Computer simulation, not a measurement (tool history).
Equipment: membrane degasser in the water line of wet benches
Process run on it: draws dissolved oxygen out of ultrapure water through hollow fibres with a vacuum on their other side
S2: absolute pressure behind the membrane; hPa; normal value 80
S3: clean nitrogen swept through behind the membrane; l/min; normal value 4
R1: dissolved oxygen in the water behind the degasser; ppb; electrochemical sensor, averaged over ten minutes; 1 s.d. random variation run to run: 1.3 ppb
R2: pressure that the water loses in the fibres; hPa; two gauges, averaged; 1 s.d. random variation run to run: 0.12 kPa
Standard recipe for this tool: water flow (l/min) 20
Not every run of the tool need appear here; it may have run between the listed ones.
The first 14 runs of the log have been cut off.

{"run": 15, "hour": 2005.8, "water flow (l/min)": 20, "S2": 80, "S3": 4, "R1": 128.8, "R2": 275.7}
{"hour": 2084.9, "done": "seals of the vacuum lines changed"}
{"run": 16, "hour": 2094.0, "water flow (l/min)": 14, "S2": 80, "S3": 4, "R1": 60.7, "R2": 194.5}
{"run": 17, "hour": 2272.0, "water flow (l/min)": 20, "S2": 57.4, "S3": 4, "R1": 102.9, "R2": 276.7}
{"run": 18, "hour": 2449.3, "water flow (l/min)": 20, "S2": 80, "S3": 7.53, "R1": 103.4, "R2": 276.6}
{"run": 19, "hour": 2611.8, "water flow (l/min)": 16, "S2": 169.7, "S3": 3.39, "R1": 184.5, "R2": 222}
{"run": 20, "hour": 2740.3, "water flow (l/min)": 19, "S2": 80, "S3": 4, "R1": 115.5, "R2": 261.8}
{"run": 21, "hour": 2941.3, "water flow (l/min)": 19, "S2": 80, "S3": 4, "R1": 114.5, "R2": 263.1}
{"run": 22, "hour": 3080.8, "water flow (l/min)": 19, "S2": 186.7, "S3": 1.61, "R1": 461, "R2": 261.6}
{"run": 23, "hour": 3262.6, "water flow (l/min)": 19, "S2": 186.7, "S3": 1.61, "R1": 464.7, "R2": 261.3}
{"run": 24, "hour": 3442.5, "water flow (l/min)": 19, "S2": 186.7, "S3": 1.61, "R1": 468.4, "R2": 262.4}
{"run": 25, "hour": 3647.6, "water flow (l/min)": 12, "S2": 80, "S3": 4, "R1": 44.7, "R2": 167}
{"run": 26, "hour": 3853.3, "water flow (l/min)": 20, "S2": 58.1, "S3": 9.4, "R1": 85.6, "R2": 273}
{"run": 27, "hour": 4011.9, "water flow (l/min)": 20, "S2": 58.1, "S3": 9.4, "R1": 86.3, "R2": 274.9}
{"run": 28, "hour": 4167.8, "water flow (l/min)": 21, "S2": 58.1, "S3": 6.77, "R1": 101.7, "R2": 290.4}
{"run": 29, "hour": 4355.9, "water flow (l/min)": 21, "S2": 58.1, "S3": 6.77, "R1": 102.7, "R2": 290.7}
{"hour": 4401.5, "done": "vacuum gauge calibrated"}
{"run": 30, "hour": 4457.3, "water flow (l/min)": 21, "S2": 199.1, "S3": 6.44, "R1": 215, "R2": 289.4}
{"run": 31, "hour": 4628.6, "water flow (l/min)": 21, "S2": 199.1, "S3": 11.59, "R1": 158.8, "R2": 291.9}
{"run": 32, "hour": 4713.7, "water flow (l/min)": 21, "S2": 199.1, "S3": 11.59, "R1": 154.7, "R2": 291.2}
{"run": 33, "hour": 4911.5, "water flow (l/min)": 21, "S2": 80, "S3": 7.88, "R1": 114.1, "R2": 290.8}

Forecast each of these 3 alternatives for the next run:
{"run": "A", "hour": 5035.6, "water flow (l/min)": 24, "S2": 80, "S3": 4, "R1": "?", "R2": "?"}
{"run": "B", "hour": 5035.6, "water flow (l/min)": 20, "S2": 152.8, "S3": 4, "R1": "?", "R2": "?"}
{"run": "C", "hour": 5035.6, "water flow (l/min)": 21, "S2": 52, "S3": 3.05, "R1": "?", "R2": "?"}

run=A R1=190.6 R2=333.4
run=B R1=215.9 R2=276.1
run=C R1=118.7 R2=287.9
Stripped of hidden state, with their random variation kept, the same runs would have yielded:
run=A R1=190.1 R2=333.1
run=B R1=215.5 R2=275.8
run=C R1=118.4 R2=287.6

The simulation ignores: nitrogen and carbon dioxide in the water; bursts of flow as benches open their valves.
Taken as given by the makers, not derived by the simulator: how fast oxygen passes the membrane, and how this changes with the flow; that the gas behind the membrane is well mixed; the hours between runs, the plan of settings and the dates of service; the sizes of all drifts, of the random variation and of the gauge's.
